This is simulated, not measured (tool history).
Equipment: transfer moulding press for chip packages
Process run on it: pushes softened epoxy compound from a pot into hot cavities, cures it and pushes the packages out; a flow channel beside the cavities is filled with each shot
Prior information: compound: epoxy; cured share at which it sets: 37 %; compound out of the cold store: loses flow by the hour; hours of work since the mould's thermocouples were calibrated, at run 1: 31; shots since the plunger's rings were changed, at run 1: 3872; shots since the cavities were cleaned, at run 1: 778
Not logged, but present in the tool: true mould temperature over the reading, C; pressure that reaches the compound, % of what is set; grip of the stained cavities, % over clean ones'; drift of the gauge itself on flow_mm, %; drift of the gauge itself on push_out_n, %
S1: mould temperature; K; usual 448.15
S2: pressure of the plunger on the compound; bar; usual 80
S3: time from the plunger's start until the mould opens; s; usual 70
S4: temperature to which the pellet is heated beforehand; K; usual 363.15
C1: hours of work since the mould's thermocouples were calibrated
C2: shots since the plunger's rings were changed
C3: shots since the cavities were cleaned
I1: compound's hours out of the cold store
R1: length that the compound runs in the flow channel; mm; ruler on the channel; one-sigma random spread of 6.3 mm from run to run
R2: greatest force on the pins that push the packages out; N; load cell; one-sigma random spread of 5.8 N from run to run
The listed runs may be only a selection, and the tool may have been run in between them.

run	hour	S1	S2	S3	S4	C1	C2	C3	I1	R1	R2
1	0	448.15	80	70	363.15	31	3872	778	13.4	702	355
# hour 3.3: cavities cleaned with cleaning compound and waxed
2	9.8	448.15	80	95	363.15	35	3955	65	23.5	655	177
3	15.2	447.15	80	70	363.15	38	4008	118	9.8	708	269
4	21.7	448.15	80	70	363.15	41	4072	182	11.2	711	270
5	26.8	448.15	80	70	363.15	43	4122	232	25.4	665	268
6	31.4	448.15	80	70	363.15	45	4168	278	26.4	645	282
7	36.4	448.15	80	70	363.15	47	4218	328	19	675	282
8	43.2	448.15	80	70	363.15	50	4284	394	39.9	604	286
9	51.9	441.15	80	70	363.15	54	4371	481	32.1	650	494
10	60.9	441.15	80	70	363.15	59	4460	570	43.5	617	468
11	64.8	441.15	80	70	363.15	60	4498	608	14	709	560
12	68.4	441.15	80	70	363.15	62	4534	644	34	639	511
13	72.5	441.15	80	70	363.15	64	4574	684	43.8	615	506
14	77.5	448.15	80	70	363.15	66	4624	734	27.9	651	350
15	82.2	448.15	80	70	363.15	68	4670	780	47.2	599	324
# hour 85.2: cavities cleaned with cleaning compound and waxed
16	90.3	448.15	86.6	70	359.15	71	4736	51	40.2	643	225
17	94.3	448.15	86.6	67	359.15	73	4775	90	24	682	252
18	101.5	448.15	86.6	67	359.15	77	4847	162	9.2	730	305
19	109.7	448.15	86.6	67	359.15	80	4928	243	32.7	650	292
20	116.6	448.15	80	67	355.15	84	4996	311	19.7	667	334
21	125	448.15	80	75	369.15	87	5079	394	17.3	689	255
22	128.9	448.15	80.2	70	363.15	89	5118	433	26.7	632	303
23	134.5	449.15	80	105	372.15	92	5173	488	36.6	615	233
24	138.2	448.15	97.6	70	363.15	93	5209	524	10.7	770	317
25	143.8	448.15	97.6	50	369.15	96	5265	580	20	730	756
26	150.4	448.15	97.1	51	365.15	99	5331	646	16.8	743	749
27	157.4	448.15	97.1	51	365.15	102	5399	714	27.9	705	737
# hour 166.8: cavities cleaned with cleaning compound and waxed
28	167.8	448.15	97.1	51	365.15	106	5488	10	34	688	463
29	173	453.15	82.6	70	363.15	109	5539	61	37.3	616	187

Below are 4 alternative next runs, each starting from the tool's condition after run 29. Predict each:
A	181	448.15	72.2	70	363.15	112	5617	139	14.2	?	?
B	181	442.15	82.6	70	372.15	112	5617	139	16.5	?	?
C	181	453.15	82.6	57	364.15	112	5617	139	41.6	?	?
D	181	442.15	93	70	363.15	112	5617	139	38	?	?

run	R1	R2
A	645	249
B	691	371
C	599	283
D	666	350
Without the tool's hidden state the same runs would have given:
run	R1	R2
A	697	210
B	746	313
C	647	238
D	719	295

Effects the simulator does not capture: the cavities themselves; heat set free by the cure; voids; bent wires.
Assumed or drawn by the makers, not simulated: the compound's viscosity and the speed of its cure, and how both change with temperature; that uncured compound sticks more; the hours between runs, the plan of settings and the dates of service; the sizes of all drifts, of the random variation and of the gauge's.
